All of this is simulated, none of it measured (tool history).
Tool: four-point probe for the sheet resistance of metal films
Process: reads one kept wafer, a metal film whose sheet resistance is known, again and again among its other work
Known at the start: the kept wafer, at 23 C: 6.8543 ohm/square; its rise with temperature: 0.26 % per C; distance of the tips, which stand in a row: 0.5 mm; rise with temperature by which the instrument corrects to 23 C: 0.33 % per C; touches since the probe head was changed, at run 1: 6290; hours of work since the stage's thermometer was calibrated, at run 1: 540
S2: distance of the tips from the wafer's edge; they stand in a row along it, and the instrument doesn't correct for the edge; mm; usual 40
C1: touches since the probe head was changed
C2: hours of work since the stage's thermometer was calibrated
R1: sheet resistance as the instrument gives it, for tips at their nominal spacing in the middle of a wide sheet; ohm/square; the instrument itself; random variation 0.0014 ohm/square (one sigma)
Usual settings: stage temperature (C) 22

{"run": 1, "hour": 0.0, "stage temperature (C)": 22, "S2": 40, "C1": 6290, "C2": 540, "R1": 6.837504}
{"run": 2, "hour": 59.7, "stage temperature (C)": 22, "S2": 40, "C1": 9345, "C2": 580, "R1": 6.83703}
{"run": 3, "hour": 122.3, "stage temperature (C)": 22, "S2": 16, "C1": 12549, "C2": 622, "R1": 6.838599}
{"hour": 127.0, "done": "stage's thermometer calibrated"}
{"run": 4, "hour": 168.9, "stage temperature (C)": 22, "S2": 40, "C1": 14907, "C2": 28, "R1": 6.835643}
{"run": 5, "hour": 210.3, "stage temperature (C)": 22, "S2": 40, "C1": 17027, "C2": 56, "R1": 6.833003}
{"run": 6, "hour": 262.2, "stage temperature (C)": 22, "S2": 40, "C1": 19682, "C2": 90, "R1": 6.83183}
{"run": 7, "hour": 295.6, "stage temperature (C)": 22, "S2": 12, "C1": 21396, "C2": 112, "R1": 6.840352}
{"run": 8, "hour": 352.4, "stage temperature (C)": 22, "S2": 12, "C1": 24300, "C2": 150, "R1": 6.832209}
{"run": 9, "hour": 385.9, "stage temperature (C)": 22, "S2": 12, "C1": 26015, "C2": 173, "R1": 6.836268}
{"hour": 412.0, "done": "stage's thermometer calibrated, once more"}
{"run": 10, "hour": 447.8, "stage temperature (C)": 22, "S2": 10, "C1": 29159, "C2": 24, "R1": 6.837768}

4 ways to go on from here, each from the tool as it stands after run 10. What would each give?
{"run": "A", "hour": 512.7, "stage temperature (C)": 28, "S2": 3, "C1": 32478, "C2": 67, "R1": "?"}
{"run": "B", "hour": 512.7, "stage temperature (C)": 34, "S2": 22, "C1": 32478, "C2": 67, "R1": "?"}
{"run": "C", "hour": 512.7, "stage temperature (C)": 22, "S2": 3, "C1": 32478, "C2": 67, "R1": "?"}
{"run": "D", "hour": 512.7, "stage temperature (C)": 20, "S2": 46, "C1": 32478, "C2": 67, "R1": "?"}

run=A R1=6.904287
run=B R1=6.783214
run=C R1=6.931796
run=D R1=6.839245
Without the tool's hidden state the same runs would have given:
run=A R1=6.933952
run=B R1=6.812420
run=C R1=6.961551
run=D R1=6.868629

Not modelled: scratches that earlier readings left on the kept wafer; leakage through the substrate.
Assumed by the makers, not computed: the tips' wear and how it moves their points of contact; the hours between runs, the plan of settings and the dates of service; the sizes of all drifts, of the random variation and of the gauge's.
